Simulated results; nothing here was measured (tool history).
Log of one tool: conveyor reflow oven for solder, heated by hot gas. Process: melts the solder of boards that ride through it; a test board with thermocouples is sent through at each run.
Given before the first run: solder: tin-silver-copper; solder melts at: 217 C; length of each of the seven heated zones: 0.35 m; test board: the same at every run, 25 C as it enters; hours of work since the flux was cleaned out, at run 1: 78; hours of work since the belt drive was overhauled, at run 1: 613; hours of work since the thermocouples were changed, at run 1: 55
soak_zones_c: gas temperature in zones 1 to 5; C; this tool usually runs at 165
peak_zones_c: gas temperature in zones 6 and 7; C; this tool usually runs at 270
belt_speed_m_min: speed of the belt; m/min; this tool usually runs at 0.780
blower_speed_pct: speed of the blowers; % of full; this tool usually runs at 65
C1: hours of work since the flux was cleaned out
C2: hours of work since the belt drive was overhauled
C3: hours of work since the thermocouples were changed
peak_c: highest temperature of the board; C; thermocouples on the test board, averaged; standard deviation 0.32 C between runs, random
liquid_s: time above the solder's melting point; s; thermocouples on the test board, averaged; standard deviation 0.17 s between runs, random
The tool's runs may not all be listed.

run 1 hour=0.0 | soak_zones_c=165 peak_zones_c=270 belt_speed_m_min=0.780 blower_speed_pct=65 | C1=78 C2=613 C3=55 | peak_c=251.0 liquid_s=37.7
run 2 hour=40.2 | soak_zones_c=165 peak_zones_c=270 belt_speed_m_min=0.780 blower_speed_pct=65 | C1=95 C2=630 C3=72 | peak_c=250.9 liquid_s=37.7
run 3 hour=63.9 | soak_zones_c=165 peak_zones_c=270 belt_speed_m_min=0.780 blower_speed_pct=65 | C1=105 C2=640 C3=83 | peak_c=250.8 liquid_s=37.7
run 4 hour=105.6 | soak_zones_c=165 peak_zones_c=270 belt_speed_m_min=0.780 blower_speed_pct=65 | C1=123 C2=658 C3=100 | peak_c=250.9 liquid_s=37.6
run 5 hour=129.6 | soak_zones_c=165 peak_zones_c=270 belt_speed_m_min=0.780 blower_speed_pct=65 | C1=133 C2=668 C3=111 | peak_c=251.0 liquid_s=37.6
run 6 hour=165.0 | soak_zones_c=165 peak_zones_c=270 belt_speed_m_min=0.780 blower_speed_pct=65 | C1=148 C2=683 C3=126 | peak_c=250.5 liquid_s=37.6
run 7 hour=205.0 | soak_zones_c=165 peak_zones_c=270 belt_speed_m_min=0.780 blower_speed_pct=65 | C1=165 C2=700 C3=143 | peak_c=250.2 liquid_s=37.5
run 8 hour=231.2 | soak_zones_c=165 peak_zones_c=270 belt_speed_m_min=0.780 blower_speed_pct=52 | C1=176 C2=712 C3=154 | peak_c=246.6 liquid_s=34.1
run 9 hour=257.3 | soak_zones_c=165 peak_zones_c=270 belt_speed_m_min=0.780 blower_speed_pct=52 | C1=188 C2=723 C3=165 | peak_c=246.8 liquid_s=34.6
run 10 hour=278.9 | soak_zones_c=162 peak_zones_c=270 belt_speed_m_min=0.780 blower_speed_pct=65 | C1=197 C2=732 C3=175 | peak_c=250.2 liquid_s=36.8
run 11 hour=330.4 | soak_zones_c=156 peak_zones_c=270 belt_speed_m_min=0.780 blower_speed_pct=65 | C1=219 C2=754 C3=197 | peak_c=248.8 liquid_s=34.7
run 12 hour=357.8 | soak_zones_c=164 peak_zones_c=270 belt_speed_m_min=0.780 blower_speed_pct=65 | C1=231 C2=766 C3=208 | peak_c=249.9 liquid_s=37.3
run 13 hour=385.1 | soak_zones_c=165 peak_zones_c=270 belt_speed_m_min=0.780 blower_speed_pct=65 | C1=242 C2=777 C3=220 | peak_c=249.7 liquid_s=37.6
run 14 hour=422.2 | soak_zones_c=165 peak_zones_c=270 belt_speed_m_min=0.780 blower_speed_pct=65 | C1=258 C2=793 C3=236 | peak_c=249.8 liquid_s=37.5
run 15 hour=470.9 | soak_zones_c=165 peak_zones_c=270 belt_speed_m_min=0.780 blower_speed_pct=65 | C1=279 C2=814 C3=257 | peak_c=249.4 liquid_s=37.5
run 16 hour=511.8 | soak_zones_c=165 peak_zones_c=270 belt_speed_m_min=0.648 blower_speed_pct=65 | C1=297 C2=832 C3=274 | peak_c=256.1 liquid_s=50.1
run 17 hour=536.2 | soak_zones_c=165 peak_zones_c=270 belt_speed_m_min=0.648 blower_speed_pct=65 | C1=307 C2=842 C3=285 | peak_c=255.5 liquid_s=50.1
-- hour=544.7 flux residue cleaned out of gas plates and filters
run 18 hour=563.0 | soak_zones_c=161 peak_zones_c=284 belt_speed_m_min=0.732 blower_speed_pct=67 | C1=8 C2=851 C3=294 | peak_c=265.1 liquid_s=46.5
-- hour=580.3 belt drive overhauled, speed set with a stopwatch
run 19 hour=591.9 | soak_zones_c=161 peak_zones_c=284 belt_speed_m_min=0.732 blower_speed_pct=67 | C1=19 C2=5 C3=305 | peak_c=263.2 liquid_s=45.1
run 20 hour=634.8 | soak_zones_c=161 peak_zones_c=265 belt_speed_m_min=0.732 blower_speed_pct=89 | C1=37 C2=23 C3=323 | peak_c=250.8 liquid_s=39.5
-- hour=679.0 flux residue cleaned out of gas plates and filters, once more
run 21 hour=688.5 | soak_zones_c=166 peak_zones_c=270 belt_speed_m_min=0.780 blower_speed_pct=73 | C1=4 C2=44 C3=344 | peak_c=251.8 liquid_s=38.2
run 22 hour=725.5 | soak_zones_c=157 peak_zones_c=272 belt_speed_m_min=0.780 blower_speed_pct=73 | C1=20 C2=60 C3=360 | peak_c=251.9 liquid_s=36.4
run 23 hour=754.6 | soak_zones_c=157 peak_zones_c=272 belt_speed_m_min=0.780 blower_speed_pct=73 | C1=32 C2=72 C3=372 | peak_c=252.6 liquid_s=36.4
run 24 hour=798.3 | soak_zones_c=157 peak_zones_c=272 belt_speed_m_min=0.780 blower_speed_pct=73 | C1=51 C2=91 C3=391 | peak_c=252.0 liquid_s=36.3
run 25 hour=845.6 | soak_zones_c=160 peak_zones_c=263 belt_speed_m_min=0.806 blower_speed_pct=64 | C1=71 C2=111 C3=411 | peak_c=240.7 liquid_s=28.4
run 26 hour=867.8 | soak_zones_c=165 peak_zones_c=260 belt_speed_m_min=0.655 blower_speed_pct=60 | C1=81 C2=121 C3=421 | peak_c=244.6 liquid_s=41.6
run 27 hour=896.3 | soak_zones_c=165 peak_zones_c=276 belt_speed_m_min=0.780 blower_speed_pct=65 | C1=93 C2=133 C3=433 | peak_c=254.6 liquid_s=38.8
run 28 hour=931.8 | soak_zones_c=178 peak_zones_c=270 belt_speed_m_min=0.664 blower_speed_pct=65 | C1=108 C2=148 C3=448 | peak_c=257.0 liquid_s=51.6
run 29 hour=969.0 | soak_zones_c=178 peak_zones_c=270 belt_speed_m_min=0.664 blower_speed_pct=65 | C1=124 C2=164 C3=464 | peak_c=256.2 liquid_s=51.8
run 30 hour=1010.4 | soak_zones_c=178 peak_zones_c=270 belt_speed_m_min=0.664 blower_speed_pct=65 | C1=142 C2=182 C3=482 | peak_c=256.3 liquid_s=51.4

What if the next run were any one of these 3? Each begins from the tool's condition after run 30:
run A hour=1047.4 | soak_zones_c=178 peak_zones_c=281 belt_speed_m_min=0.743 blower_speed_pct=62 | C1=158 C2=198 C3=498 | peak_c=? liquid_s=?
run B hour=1047.4 | soak_zones_c=178 peak_zones_c=267 belt_speed_m_min=0.664 blower_speed_pct=64 | C1=158 C2=198 C3=498 | peak_c=? liquid_s=?
run C hour=1047.4 | soak_zones_c=165 peak_zones_c=270 belt_speed_m_min=0.812 blower_speed_pct=69 | C1=158 C2=198 C3=498 | peak_c=? liquid_s=?

run=A peak_c=262.1 liquid_s=47.6
run=B peak_c=253.2 liquid_s=50.0
run=C peak_c=248.5 liquid_s=34.5
Had the tool no hidden state, the same runs would have come out as:
run=A peak_c=263.6 liquid_s=48.0
run=B peak_c=254.7 liquid_s=50.6
run=C peak_c=250.1 liquid_s=35.3

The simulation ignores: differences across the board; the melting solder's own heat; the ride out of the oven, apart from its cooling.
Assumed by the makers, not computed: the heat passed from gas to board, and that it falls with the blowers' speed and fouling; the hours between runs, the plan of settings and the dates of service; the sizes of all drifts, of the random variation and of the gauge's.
